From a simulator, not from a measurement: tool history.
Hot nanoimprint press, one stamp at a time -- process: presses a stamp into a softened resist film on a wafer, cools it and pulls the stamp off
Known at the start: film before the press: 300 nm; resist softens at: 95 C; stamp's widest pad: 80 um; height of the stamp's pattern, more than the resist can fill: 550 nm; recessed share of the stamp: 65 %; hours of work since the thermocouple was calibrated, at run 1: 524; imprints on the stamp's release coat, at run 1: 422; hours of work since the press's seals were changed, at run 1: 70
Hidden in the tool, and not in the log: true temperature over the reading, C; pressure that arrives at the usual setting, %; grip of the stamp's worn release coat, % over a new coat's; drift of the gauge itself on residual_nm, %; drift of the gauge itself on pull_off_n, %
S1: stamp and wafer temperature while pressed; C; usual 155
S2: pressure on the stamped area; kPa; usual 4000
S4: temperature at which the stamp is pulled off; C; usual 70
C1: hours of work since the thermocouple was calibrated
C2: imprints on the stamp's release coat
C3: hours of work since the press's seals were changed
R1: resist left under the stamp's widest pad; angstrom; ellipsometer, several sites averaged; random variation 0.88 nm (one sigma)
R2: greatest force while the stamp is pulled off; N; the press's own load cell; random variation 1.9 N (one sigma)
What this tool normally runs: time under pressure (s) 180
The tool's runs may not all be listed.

Run 1, hour 0.0: usual settings; C1 524; C2 422; C3 70. Result: R1 1048 angstrom, R2 164 N.
Run 2, hour 6.9: usual settings; C1 527; C2 431; C3 73. Result: R1 1060 angstrom, R2 164 N.
Run 3, hour 19.6: usual settings; C1 533; C2 448; C3 79. Result: R1 1058 angstrom, R2 163 N.
Run 4, hour 27.6: usual settings but S2 3290 kPa; C1 537; C2 459; C3 82. Result: R1 1146 angstrom, R2 167 N.
Run 5, hour 32.9: usual settings but S2 3980 kPa; C1 539; C2 466; C3 85. Result: R1 1062 angstrom, R2 163 N.
Run 6, hour 44.0: usual settings but S2 3980 kPa, time under pressure (s) 239; C1 544; C2 481; C3 90. Result: R1 943 angstrom, R2 168 N.
Run 7, hour 52.5: usual settings; C1 548; C2 493; C3 93. Result: R1 1046 angstrom, R2 169 N.
Run 8, hour 60.1: usual settings; C1 551; C2 503; C3 97. Result: R1 1035 angstrom, R2 167 N.
Run 9, hour 65.2: usual settings; C1 553; C2 510; C3 99. Result: R1 1050 angstrom, R2 168 N.
Run 10, hour 70.4: usual settings; C1 556; C2 517; C3 101. Result: R1 1038 angstrom, R2 167 N.
Run 11, hour 83.1: usual settings; C1 561; C2 534; C3 107. Result: R1 1046 angstrom, R2 169 N.
Run 12, hour 90.2: usual settings; C1 565; C2 543; C3 110. Result: R1 1035 angstrom, R2 167 N.
At hour 95.3: plate thermocouple calibrated.
Run 13, hour 104.2: usual settings; C1 4; C2 558; C3 115. Result: R1 1188 angstrom, R2 181 N.
Run 14, hour 115.7: usual settings; C1 9; C2 574; C3 120. Result: R1 1201 angstrom, R2 177 N.
Run 15, hour 124.0: usual settings; C1 13; C2 585; C3 124. Result: R1 1197 angstrom, R2 177 N.
Run 16, hour 133.1: usual settings; C1 17; C2 597; C3 128. Result: R1 1201 angstrom, R2 181 N.
Run 17, hour 144.3: usual settings but S1 149 C, S2 3070 kPa, time under pressure (s) 294, S4 78 C; C1 22; C2 613; C3 133. Result: R1 1522 angstrom, R2 149 N.
Run 18, hour 152.8: usual settings but S1 149 C, S2 3070 kPa, time under pressure (s) 294, S4 78 C; C1 26; C2 624; C3 137. Result: R1 1508 angstrom, R2 146 N.
Run 19, hour 160.0: usual settings but time under pressure (s) 123; C1 29; C2 634; C3 140. Result: R1 1371 angstrom, R2 184 N.
Run 20, hour 168.2: usual settings but S1 147 C, time under pressure (s) 102; C1 32; C2 645; C3 144. Result: R1 2103 angstrom, R2 175 N.
Run 21, hour 179.5: usual settings but S1 147 C, time under pressure (s) 102; C1 37; C2 660; C3 149. Result: R1 2092 angstrom, R2 184 N.
Run 22, hour 188.7: usual settings but S1 147 C, time under pressure (s) 102; C1 42; C2 672; C3 153. Result: R1 2108 angstrom, R2 176 N.
Run 23, hour 198.5: usual settings but S1 147 C, time under pressure (s) 102; C1 46; C2 686; C3 157. Result: R1 2052 angstrom, R2 178 N.
Run 24, hour 204.4: usual settings but S1 147 C, time under pressure (s) 102; C1 49; C2 694; C3 160. Result: R1 2072 angstrom, R2 178 N.
Run 25, hour 217.1: usual settings but S1 147 C, time under pressure (s) 102; C1 54; C2 711; C3 165. Result: R1 2074 angstrom, R2 182 N.
Run 26, hour 227.5: usual settings but S1 147 C, time under pressure (s) 102; C1 59; C2 725; C3 170. Result: R1 2082 angstrom, R2 175 N.
Run 27, hour 233.0: usual settings but S1 163 C, S4 59 C; C1 61; C2 732; C3 172. Result: R1 786 angstrom, R2 225 N.
Run 28, hour 239.0: usual settings but S1 158 C, S4 59 C; C1 64; C2 740; C3 175. Result: R1 1002 angstrom, R2 223 N.
Run 29, hour 247.7: usual settings but S1 146 C, S2 2580 kPa, time under pressure (s) 293, S4 67 C; C1 68; C2 752; C3 179. Result: R1 1867 angstrom, R2 189 N.
Run 30, hour 255.7: usual settings but S1 162 C, S2 2680 kPa, time under pressure (s) 139, S4 56 C; C1 71; C2 763; C3 183. Result: R1 1122 angstrom, R2 236 N.

Predict each of these 4 candidate next runs independently; none follows another, all start after run 30:
Run A, hour 265.3: usual settings but S1 144 C, time under pressure (s) 137, S4 77 C; C1 76; C2 776; C3 187. Result: R1 ?, R2 ?.
Run B, hour 265.3: usual settings but S1 153 C, S4 75 C; C1 76; C2 776; C3 187. Result: R1 ?, R2 ?.
Run C, hour 265.3: usual settings but S1 162 C, S2 4600 kPa, time under pressure (s) 246, S4 73 C; C1 76; C2 776; C3 187. Result: R1 ?, R2 ?.
Run D, hour 265.3: usual settings but S1 160 C, S2 4630 kPa, time under pressure (s) 139, S4 78 C; C1 76; C2 776; C3 187. Result: R1 ?, R2 ?.

run    R1   R2
  A  2172  153
  B  1318  164
  C   671  167
  D   945  150
With the hidden condition removed and each run's random variation left untouched, the same runs would have given:
run    R1   R2
  A  2205  139
  B  1345  149
  C   684  152
  D   963  137

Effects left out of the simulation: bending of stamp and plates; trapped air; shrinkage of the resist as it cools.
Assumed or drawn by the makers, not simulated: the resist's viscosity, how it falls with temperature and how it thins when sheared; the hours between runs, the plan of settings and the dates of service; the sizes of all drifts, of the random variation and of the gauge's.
